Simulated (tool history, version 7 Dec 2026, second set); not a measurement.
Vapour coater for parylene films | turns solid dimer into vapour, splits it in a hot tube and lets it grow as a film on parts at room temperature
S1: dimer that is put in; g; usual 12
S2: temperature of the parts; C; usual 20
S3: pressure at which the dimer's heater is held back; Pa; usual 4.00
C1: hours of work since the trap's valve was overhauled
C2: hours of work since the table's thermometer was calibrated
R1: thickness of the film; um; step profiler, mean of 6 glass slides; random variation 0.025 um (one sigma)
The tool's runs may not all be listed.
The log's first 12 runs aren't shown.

{"run": 13, "hour": 644.7, "S1": 15, "S2": 13, "S3": 4.0, "C1": 614, "C2": 346, "R1": 2.73}
{"run": 14, "hour": 709.0, "S1": 12, "S2": 20, "S3": 4.0, "C1": 643, "C2": 374, "R1": 1.68}
{"run": 15, "hour": 746.0, "S1": 12, "S2": 20, "S3": 4.0, "C1": 659, "C2": 390, "R1": 1.72}
{"run": 16, "hour": 781.3, "S1": 12, "S2": 16, "S3": 4.0, "C1": 674, "C2": 405, "R1": 1.91}
{"run": 17, "hour": 820.3, "S1": 5, "S2": 16, "S3": 4.0, "C1": 691, "C2": 423, "R1": 0.84}
{"hour": 834.9, "done": "trap's valve overhauled"}
{"run": 18, "hour": 881.7, "S1": 5, "S2": 16, "S3": 4.0, "C1": 21, "C2": 448, "R1": 0.96}
{"run": 19, "hour": 940.0, "S1": 12, "S2": 20, "S3": 4.31, "C1": 46, "C2": 473, "R1": 1.89}
{"run": 20, "hour": 978.0, "S1": 6, "S2": 28, "S3": 3.23, "C1": 63, "C2": 490, "R1": 0.73}
{"run": 21, "hour": 1047.7, "S1": 7, "S2": 12, "S3": 4.37, "C1": 93, "C2": 521, "R1": 1.47}
{"run": 22, "hour": 1089.5, "S1": 5, "S2": 20, "S3": 4.0, "C1": 112, "C2": 539, "R1": 0.79}
{"run": 23, "hour": 1141.4, "S1": 5, "S2": 20, "S3": 4.0, "C1": 134, "C2": 562, "R1": 0.79}
{"run": 24, "hour": 1214.9, "S1": 5, "S2": 20, "S3": 4.0, "C1": 167, "C2": 594, "R1": 0.81}
{"run": 25, "hour": 1281.3, "S1": 5, "S2": 20, "S3": 4.0, "C1": 196, "C2": 623, "R1": 0.79}
{"run": 26, "hour": 1321.3, "S1": 5, "S2": 32, "S3": 7.45, "C1": 213, "C2": 640, "R1": 0.51}
{"run": 27, "hour": 1380.8, "S1": 12, "S2": 26, "S3": 4.0, "C1": 239, "C2": 667, "R1": 1.53}
{"run": 28, "hour": 1429.1, "S1": 16, "S2": 24, "S3": 4.0, "C1": 261, "C2": 688, "R1": 2.14}
{"run": 29, "hour": 1462.6, "S1": 21, "S2": 20, "S3": 2.78, "C1": 275, "C2": 702, "R1": 3.33}
{"run": 30, "hour": 1524.8, "S1": 8, "S2": 19, "S3": 4.93, "C1": 303, "C2": 730, "R1": 1.26}
{"run": 31, "hour": 1571.3, "S1": 20, "S2": 20, "S3": 10.99, "C1": 323, "C2": 750, "R1": 2.87}
{"run": 32, "hour": 1606.5, "S1": 12, "S2": 20, "S3": 3.6, "C1": 338, "C2": 766, "R1": 1.84}
{"run": 33, "hour": 1647.0, "S1": 9, "S2": 31, "S3": 2.88, "C1": 356, "C2": 783, "R1": 0.96}

3 ways to go on from here, each from the tool as it stands after run 33. What would each give?
{"run": "A", "hour": 1684.9, "S1": 12, "S2": 17, "S3": 9.31, "C1": 373, "C2": 800, "R1": "?"}
{"run": "B", "hour": 1684.9, "S1": 9, "S2": 31, "S3": 5.11, "C1": 373, "C2": 800, "R1": "?"}
{"run": "C", "hour": 1684.9, "S1": 7, "S2": 17, "S3": 5.44, "C1": 373, "C2": 800, "R1": "?"}

run=A R1=1.92
run=B R1=0.88
run=C R1=1.14
Without the tool's hidden state the same runs would have given:
run=A R1=2.05
run=B R1=0.95
run=C R1=1.22
